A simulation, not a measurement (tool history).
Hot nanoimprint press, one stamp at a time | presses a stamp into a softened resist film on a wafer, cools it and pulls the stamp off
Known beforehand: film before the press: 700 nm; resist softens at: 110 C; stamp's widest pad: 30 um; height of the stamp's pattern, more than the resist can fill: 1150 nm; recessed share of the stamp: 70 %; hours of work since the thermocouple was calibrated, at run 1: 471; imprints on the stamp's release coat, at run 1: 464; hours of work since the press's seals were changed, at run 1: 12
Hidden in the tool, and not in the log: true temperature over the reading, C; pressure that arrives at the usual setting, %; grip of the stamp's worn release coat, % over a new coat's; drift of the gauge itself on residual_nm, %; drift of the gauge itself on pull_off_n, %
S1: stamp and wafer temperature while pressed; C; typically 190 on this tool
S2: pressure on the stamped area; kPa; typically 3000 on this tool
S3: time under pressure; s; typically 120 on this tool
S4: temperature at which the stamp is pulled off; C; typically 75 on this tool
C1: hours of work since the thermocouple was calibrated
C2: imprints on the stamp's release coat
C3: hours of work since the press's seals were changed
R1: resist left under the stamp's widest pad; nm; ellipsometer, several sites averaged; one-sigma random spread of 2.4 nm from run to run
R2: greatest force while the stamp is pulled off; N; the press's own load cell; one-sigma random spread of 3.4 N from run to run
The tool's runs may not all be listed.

run,day,S1,S2,S3,S4,C1,C2,C3,R1,R2
1,0,190,3000,120,75,471,464,12,404.7,237
2,0.362,190,2150,120,75,475,491,16,479,243
3,0.792,190,3000,138,75,481,523,22,391.7,243
4,1.167,190,3000,120,75,486,550,27,405,244
5,1.679,190,3000,120,75,492,588,33,404.8,247
# day 2.317: stamp cleaned and given a new release coat
6,2.512,190,3000,120,75,500,14,41,409,217
7,2.992,190,3000,120,75,506,49,47,406.2,224
8,3.333,190,3000,120,75,510,75,51,406,227
9,3.854,190,3000,120,80,517,113,58,409.5,208
10,4.425,190,3000,179,75,524,155,65,362.2,236
11,4.675,190,3000,120,75,528,173,69,409,234
# day 5.029: plate thermocouple calibrated
12,5.067,190,3000,225,75,1,193,72,320.6,227
13,5.425,190,3000,120,78,5,220,77,390.4,214
14,5.792,190,3000,120,78,10,247,81,392,212
15,6.321,190,3000,120,78,17,286,88,388.8,219
16,6.825,198,4460,120,62,23,323,95,253.9,282
17,7.379,198,4460,120,62,30,364,102,255,289
18,7.85,198,4460,120,62,36,398,108,252.6,286
19,8.333,198,1850,84,83,42,434,114,455.4,207
20,8.712,198,1850,84,83,47,462,119,452.9,206
21,9.096,198,1850,84,83,52,490,124,452.9,207
22,9.638,198,1850,84,83,59,530,131,457.7,207
23,10.204,198,1850,84,83,67,572,138,454.5,207
24,10.508,190,3950,79,69,70,595,142,388.4,260
# day 11.062: stamp cleaned and given a new release coat
25,11.075,190,3000,120,81,74,1,146,391.5,193
26,11.504,190,3000,120,81,80,33,151,395.8,198
27,12,190,3040,120,69,86,69,158,390.3,243
28,12.338,201,2590,86,76,91,94,162,361.8,216
29,12.9,201,2590,86,76,98,135,169,368.3,217

Below are 5 alternative next runs, each starting from the tool's condition after run 29. Predict each:
A,13.196,201,2590,74,75,102,157,173,?,?
B,13.196,190,2590,86,76,102,157,173,?,?
C,13.196,190,2570,147,77,102,157,173,?,?
D,13.196,188,3000,120,68,102,157,173,?,?
E,13.196,190,3000,61,61,102,157,173,?,?

run,R1,R2
A,377.9,219
B,461.9,219
C,403.1,215
D,416.2,260
E,468,282
Take away the tool's hidden state, keep each run's random variation, and the runs would have read:
run,R1,R2
A,374.9,212
B,458.6,211
C,399.7,208
D,412.7,251
E,464.6,272
